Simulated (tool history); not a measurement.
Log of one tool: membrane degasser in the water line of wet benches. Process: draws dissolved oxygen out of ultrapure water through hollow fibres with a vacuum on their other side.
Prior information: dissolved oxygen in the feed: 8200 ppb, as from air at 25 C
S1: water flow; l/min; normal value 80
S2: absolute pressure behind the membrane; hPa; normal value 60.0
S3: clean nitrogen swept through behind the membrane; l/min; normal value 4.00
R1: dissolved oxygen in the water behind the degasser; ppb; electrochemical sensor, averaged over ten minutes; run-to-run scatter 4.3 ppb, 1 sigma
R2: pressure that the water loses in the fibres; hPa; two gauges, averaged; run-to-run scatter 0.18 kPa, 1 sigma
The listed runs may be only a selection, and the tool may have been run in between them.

run 1 day=0.000 | S1=80 S2=60.0 S3=4.00 | R1=454.6 R2=364.4
run 2 day=1.412 | S1=80 S2=60.0 S3=4.00 | R1=453.1 R2=365.6
run 3 day=2.954 | S1=80 S2=60.0 S3=4.00 | R1=455.6 R2=366.7
run 4 day=5.492 | S1=80 S2=60.0 S3=4.00 | R1=451.9 R2=367.2
run 5 day=6.758 | S1=80 S2=60.0 S3=4.00 | R1=454.5 R2=367.3
run 6 day=8.100 | S1=80 S2=60.0 S3=4.00 | R1=458.0 R2=367.0
run 7 day=10.262 | S1=80 S2=80.6 S3=4.00 | R1=540.7 R2=368.4
run 8 day=13.088 | S1=80 S2=60.0 S3=4.00 | R1=452.1 R2=367.2
run 9 day=14.483 | S1=80 S2=60.0 S3=4.00 | R1=461.2 R2=365.7
run 10 day=17.125 | S1=80 S2=60.0 S3=4.00 | R1=452.0 R2=369.6
run 11 day=18.967 | S1=80 S2=60.0 S3=4.00 | R1=460.8 R2=370.7
run 12 day=20.129 | S1=80 S2=60.0 S3=4.00 | R1=461.7 R2=368.3
run 13 day=21.979 | S1=80 S2=60.0 S3=4.00 | R1=451.8 R2=364.6
run 14 day=23.867 | S1=75 S2=60.0 S3=4.00 | R1=394.6 R2=347.3
run 15 day=25.775 | S1=80 S2=60.0 S3=4.00 | R1=461.0 R2=368.9
run 16 day=27.154 | S1=80 S2=60.0 S3=4.00 | R1=460.8 R2=372.1
run 17 day=29.612 | S1=122 S2=113.5 S3=6.85 | R1=1157.9 R2=561.6
run 18 day=32.296 | S1=62 S2=53.9 S3=5.53 | R1=212.9 R2=285.8
run 19 day=33.979 | S1=62 S2=53.9 S3=5.53 | R1=215.4 R2=284.6
run 20 day=36.779 | S1=62 S2=53.9 S3=5.53 | R1=214.8 R2=288.5
run 21 day=38.754 | S1=52 S2=113.5 S3=2.56 | R1=445.4 R2=236.7
run 22 day=40.450 | S1=106 S2=88.7 S3=2.08 | R1=1153.7 R2=487.9
run 23 day=43.267 | S1=67 S2=118.5 S3=4.00 | R1=510.2 R2=310.2
run 24 day=44.783 | S1=66 S2=60.0 S3=2.55 | R1=342.9 R2=304.5
run 25 day=47.342 | S1=75 S2=48.2 S3=7.90 | R1=321.1 R2=346.1
run 26 day=49.642 | S1=92 S2=101.2 S3=3.89 | R1=810.2 R2=427.3
run 27 day=50.933 | S1=53 S2=108.1 S3=5.32 | R1=262.8 R2=244.2
run 28 day=52.775 | S1=80 S2=104.5 S3=2.64 | R1=764.6 R2=370.3
run 29 day=54.129 | S1=75 S2=133.9 S3=5.25 | R1=597.4 R2=348.9
run 30 day=56.650 | S1=75 S2=133.9 S3=5.25 | R1=596.7 R2=348.1
run 31 day=58.554 | S1=101 S2=38.8 S3=7.40 | R1=642.7 R2=471.4
run 32 day=59.912 | S1=101 S2=38.8 S3=7.40 | R1=646.1 R2=471.1

Below are 4 alternative next runs, each starting from the tool's condition after run 32. Predict each:
run A day=61.633 | S1=57 S2=38.8 S3=7.40 | R1=? R2=?
run B day=61.633 | S1=101 S2=38.8 S3=8.96 | R1=? R2=?
run C day=61.633 | S1=91 S2=62.6 S3=3.60 | R1=? R2=?
run D day=61.633 | S1=101 S2=141.2 S3=1.76 | R1=? R2=?

run=A R1=131.4 R2=265.3
run=B R1=642.6 R2=467.3
run=C R1=644.0 R2=424.7
run=D R1=1556.5 R2=468.1
With no hidden state in the tool, these same runs would have given:
run=A R1=114.8 R2=257.6
run=B R1=593.0 R2=453.8
run=C R1=598.4 R2=412.4
run=D R1=1508.6 R2=454.6
